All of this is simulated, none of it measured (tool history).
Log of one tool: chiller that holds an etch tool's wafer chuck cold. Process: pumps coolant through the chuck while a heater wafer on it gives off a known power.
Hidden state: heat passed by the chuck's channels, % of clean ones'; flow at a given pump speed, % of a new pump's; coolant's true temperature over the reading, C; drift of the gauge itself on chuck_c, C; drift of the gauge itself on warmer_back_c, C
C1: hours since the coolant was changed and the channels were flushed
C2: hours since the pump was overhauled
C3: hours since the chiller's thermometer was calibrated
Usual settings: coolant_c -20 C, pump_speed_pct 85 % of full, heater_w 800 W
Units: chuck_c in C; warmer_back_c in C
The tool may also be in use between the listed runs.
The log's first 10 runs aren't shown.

{"run": 11, "hour": 991.8, "coolant_c": -20, "pump_speed_pct": 77, "heater_w": 800, "C1": 3237, "C2": 3125, "C3": 2945, "chuck_c": -12.5, "warmer_back_c": 2.58}
{"run": 12, "hour": 1082.9, "coolant_c": -20, "pump_speed_pct": 85, "heater_w": 850, "C1": 3328, "C2": 3216, "C3": 3037, "chuck_c": -12.5, "warmer_back_c": 2.5}
{"run": 13, "hour": 1142.3, "coolant_c": -20, "pump_speed_pct": 85, "heater_w": 850, "C1": 3388, "C2": 3275, "C3": 3096, "chuck_c": -12.5, "warmer_back_c": 2.55}
{"run": 14, "hour": 1206.5, "coolant_c": -20, "pump_speed_pct": 85, "heater_w": 850, "C1": 3452, "C2": 3340, "C3": 3160, "chuck_c": -12.6, "warmer_back_c": 2.53}
{"run": 15, "hour": 1312.7, "coolant_c": -20, "pump_speed_pct": 85, "heater_w": 850, "C1": 3558, "C2": 3446, "C3": 3266, "chuck_c": -12.7, "warmer_back_c": 2.51}
{"run": 16, "hour": 1436.3, "coolant_c": -20, "pump_speed_pct": 85, "heater_w": 800, "C1": 3682, "C2": 3569, "C3": 3390, "chuck_c": -12.8, "warmer_back_c": 2.42}
{"run": 17, "hour": 1541.3, "coolant_c": -17, "pump_speed_pct": 66, "heater_w": 514, "C1": 3787, "C2": 3674, "C3": 3495, "chuck_c": -11.3, "warmer_back_c": 2.11}
{"run": 18, "hour": 1595.6, "coolant_c": -23, "pump_speed_pct": 81, "heater_w": 562, "C1": 3841, "C2": 3729, "C3": 3549, "chuck_c": -18, "warmer_back_c": 1.86}
{"run": 19, "hour": 1684.6, "coolant_c": -23, "pump_speed_pct": 81, "heater_w": 562, "C1": 3930, "C2": 3818, "C3": 3638, "chuck_c": -17.8, "warmer_back_c": 1.86}
{"run": 20, "hour": 1738.0, "coolant_c": -10, "pump_speed_pct": 81, "heater_w": 562, "C1": 3984, "C2": 3871, "C3": 3692, "chuck_c": -4.8, "warmer_back_c": 1.9}
{"run": 21, "hour": 1840.0, "coolant_c": -17, "pump_speed_pct": 68, "heater_w": 1023, "C1": 4085, "C2": 3973, "C3": 3794, "chuck_c": -6.4, "warmer_back_c": 3.97}
{"run": 22, "hour": 1914.3, "coolant_c": -17, "pump_speed_pct": 68, "heater_w": 1023, "C1": 4160, "C2": 4047, "C3": 3868, "chuck_c": -6.2, "warmer_back_c": 3.95}
{"run": 23, "hour": 1998.8, "coolant_c": -17, "pump_speed_pct": 68, "heater_w": 1023, "C1": 4244, "C2": 4132, "C3": 3952, "chuck_c": -6.3, "warmer_back_c": 3.92}
{"run": 24, "hour": 2099.3, "coolant_c": -25, "pump_speed_pct": 85, "heater_w": 698, "C1": 4345, "C2": 4233, "C3": 4053, "chuck_c": -18.9, "warmer_back_c": 2.26}
{"run": 25, "hour": 2194.6, "coolant_c": -16, "pump_speed_pct": 95, "heater_w": 431, "C1": 4440, "C2": 4328, "C3": 4148, "chuck_c": -12.6, "warmer_back_c": 1.4}
{"run": 26, "hour": 2259.2, "coolant_c": -16, "pump_speed_pct": 72, "heater_w": 800, "C1": 4505, "C2": 4392, "C3": 4213, "chuck_c": -7.9, "warmer_back_c": 3.03}
{"run": 27, "hour": 2323.3, "coolant_c": -16, "pump_speed_pct": 72, "heater_w": 800, "C1": 4569, "C2": 4457, "C3": 4277, "chuck_c": -8, "warmer_back_c": 3.01}
{"hour": 2394.2, "done": "gauge calibrated"}
{"run": 28, "hour": 2450.4, "coolant_c": -16, "pump_speed_pct": 72, "heater_w": 800, "C1": 4696, "C2": 4584, "C3": 4404, "chuck_c": -8.1, "warmer_back_c": 2.69}
{"run": 29, "hour": 2519.7, "coolant_c": -16, "pump_speed_pct": 72, "heater_w": 800, "C1": 4765, "C2": 4653, "C3": 4473, "chuck_c": -8.1, "warmer_back_c": 2.66}
{"run": 30, "hour": 2607.0, "coolant_c": -20, "pump_speed_pct": 85, "heater_w": 800, "C1": 4852, "C2": 4740, "C3": 4561, "chuck_c": -13.1, "warmer_back_c": 2.28}
{"run": 31, "hour": 2666.3, "coolant_c": -20, "pump_speed_pct": 85, "heater_w": 800, "C1": 4912, "C2": 4800, "C3": 4620, "chuck_c": -13, "warmer_back_c": 2.27}
{"run": 32, "hour": 2718.4, "coolant_c": -26, "pump_speed_pct": 88, "heater_w": 1185, "C1": 4964, "C2": 4852, "C3": 4672, "chuck_c": -15.8, "warmer_back_c": 3.2}

Forecast each of these 4 alternatives for the next run:
{"run": "A", "hour": 2807.6, "coolant_c": -21, "pump_speed_pct": 88, "heater_w": 871, "C1": 5053, "C2": 4941, "C3": 4761, "chuck_c": "?", "warmer_back_c": "?"}
{"run": "B", "hour": 2807.6, "coolant_c": -27, "pump_speed_pct": 85, "heater_w": 800, "C1": 5053, "C2": 4941, "C3": 4761, "chuck_c": "?", "warmer_back_c": "?"}
{"run": "C", "hour": 2807.6, "coolant_c": -17, "pump_speed_pct": 85, "heater_w": 800, "C1": 5053, "C2": 4941, "C3": 4761, "chuck_c": "?", "warmer_back_c": "?"}
{"run": "D", "hour": 2807.6, "coolant_c": -12, "pump_speed_pct": 83, "heater_w": 1162, "C1": 5053, "C2": 4941, "C3": 4761, "chuck_c": "?", "warmer_back_c": "?"}

run=A chuck_c=-13.5 warmer_back_c=2.35
run=B chuck_c=-19.8 warmer_back_c=2.33
run=C chuck_c=-9.9 warmer_back_c=2.31
run=D chuck_c=-1.6 warmer_back_c=3.35
Without the tool's hidden state the same runs would have given:
run=A chuck_c=-13.5 warmer_back_c=2.29
run=B chuck_c=-19.8 warmer_back_c=2.27
run=C chuck_c=-9.9 warmer_back_c=2.25
run=D chuck_c=-1.6 warmer_back_c=3.28

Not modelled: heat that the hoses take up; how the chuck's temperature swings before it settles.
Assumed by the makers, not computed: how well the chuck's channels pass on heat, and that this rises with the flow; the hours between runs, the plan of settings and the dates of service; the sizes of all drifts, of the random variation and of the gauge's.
